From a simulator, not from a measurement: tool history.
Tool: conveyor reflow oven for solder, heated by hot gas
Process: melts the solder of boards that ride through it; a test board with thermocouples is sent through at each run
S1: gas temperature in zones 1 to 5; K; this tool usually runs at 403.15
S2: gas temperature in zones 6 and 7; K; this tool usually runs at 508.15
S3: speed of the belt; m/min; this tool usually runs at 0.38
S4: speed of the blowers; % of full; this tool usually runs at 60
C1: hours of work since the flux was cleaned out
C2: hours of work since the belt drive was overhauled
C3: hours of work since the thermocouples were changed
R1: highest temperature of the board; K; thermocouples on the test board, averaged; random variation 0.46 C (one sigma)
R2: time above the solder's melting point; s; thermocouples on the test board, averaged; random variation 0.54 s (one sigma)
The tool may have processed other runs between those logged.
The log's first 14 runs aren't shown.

run	hour	S1	S2	S3	S4	C1	C2	C3	R1	R2
15	687.5	403.15	508.15	0.38	60	449	112	347	487.45	63.3
16	741.1	403.15	508.15	0.388	83	477	140	375	489.05	65.4
# hour 751.3: flux residue cleaned out of gas plates and filters
17	795.6	396.15	520.15	0.353	79	23	166	401	504.95	84.9
18	822.9	402.15	510.15	0.351	85	37	180	415	498.15	81.2
19	858.3	401.15	519.15	0.38	68	56	198	434	500.55	77.3
20	916.4	401.15	519.15	0.38	68	86	229	464	500.35	76.3
21	972.1	401.15	519.15	0.38	68	115	258	493	499.95	76.4
22	1032.6	401.15	519.15	0.38	68	147	289	525	499.35	75.5
23	1066.7	401.15	518.15	0.38	50	165	307	543	495.55	71.3
24	1107	401.15	518.15	0.38	50	186	328	564	495.05	71.7
25	1169.8	401.15	518.15	0.38	50	219	361	596	495.45	71.8
26	1195.9	398.15	498.15	0.38	70	232	375	610	479.75	55.2
27	1231.5	403.15	520.15	0.38	84	251	393	629	502.25	78.8
28	1273.5	403.15	520.15	0.354	62	273	415	651	501.35	82.9
29	1320.1	399.15	520.15	0.303	62	297	440	675	506.25	101.3
30	1373.2	399.15	520.15	0.303	62	325	467	703	506.05	99.9

3 options for the next run, each taken on its own from the tool as it stands now. Forecast them:
A	1411.2	392.15	517.15	0.318	62	345	487	723	?	?
B	1411.2	408.15	506.15	0.423	60	345	487	723	?	?
C	1411.2	414.15	517.15	0.322	60	345	487	723	?	?

run	R1	R2
A	500.15	88.2
B	481.95	54.9
C	502.25	98.8
Without the tool's unlogged condition, the same runs would have read:
run	R1	R2
A	504.85	91.4
B	486.75	59.9
C	506.45	100.7
